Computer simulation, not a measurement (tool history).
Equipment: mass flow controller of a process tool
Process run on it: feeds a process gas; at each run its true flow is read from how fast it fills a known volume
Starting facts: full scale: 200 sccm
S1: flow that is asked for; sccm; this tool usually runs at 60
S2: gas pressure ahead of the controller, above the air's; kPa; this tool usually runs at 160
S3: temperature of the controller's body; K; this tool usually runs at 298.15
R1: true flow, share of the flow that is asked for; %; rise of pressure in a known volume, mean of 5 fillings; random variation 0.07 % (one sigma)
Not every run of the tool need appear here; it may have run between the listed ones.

run      day   S1   S2      S3      R1
  1        0   60  160  298.15    99.3
  2    9.658   60  160  298.15   99.27
  3   20.396   60  160  298.15   99.59
  4   28.292   60  160  298.15   99.82
  5   40.675   60  160  298.15   99.94
  6   52.179   60  160  306.15   99.54
  7   60.925   60  160  298.15  100.59
  8   74.654   60  160  298.15  100.73
  9   84.788   60  160  298.15     101
 10   91.496   60  160  307.15  100.14
 11   98.146   60  160  307.15  100.47
 12  111.721   60  147  298.15  101.56
 13  120.688   60  147  298.15  101.83
 14  130.442   60  147  298.15  101.99
 15  144.046   38  147  298.15  103.85
 16  156.546   38  147  298.15  104.31
 17  166.596   38  147  298.15  104.58
 18  173.912   60  160  298.15  103.02
 19  187.104   60  160  298.15  103.43
 20  194.192  148  268  296.15  102.58
 21  200.433  148  268  296.15  102.68
 22  214.225   60  176  308.15   102.9
     220.604  -- controller's zero set anew
 23  221.408   32  160  295.15   99.91
 24  231.025   32  196  293.15  100.66
 25  243.862   33  243  304.15  100.18
 26    251.4   33  243  304.15  100.39
 27  259.754   48  207  298.15  100.84
 28  265.417   22  160  312.15  100.54

Run 29 comes next. What will it give?
 29  278.188  22  160  312.15   ?

Run 29 measured R1 101.24 %.
Take away the tool's hidden state, keep the run-to-run variation as it was, and the same run would have given R1 96.85 %.
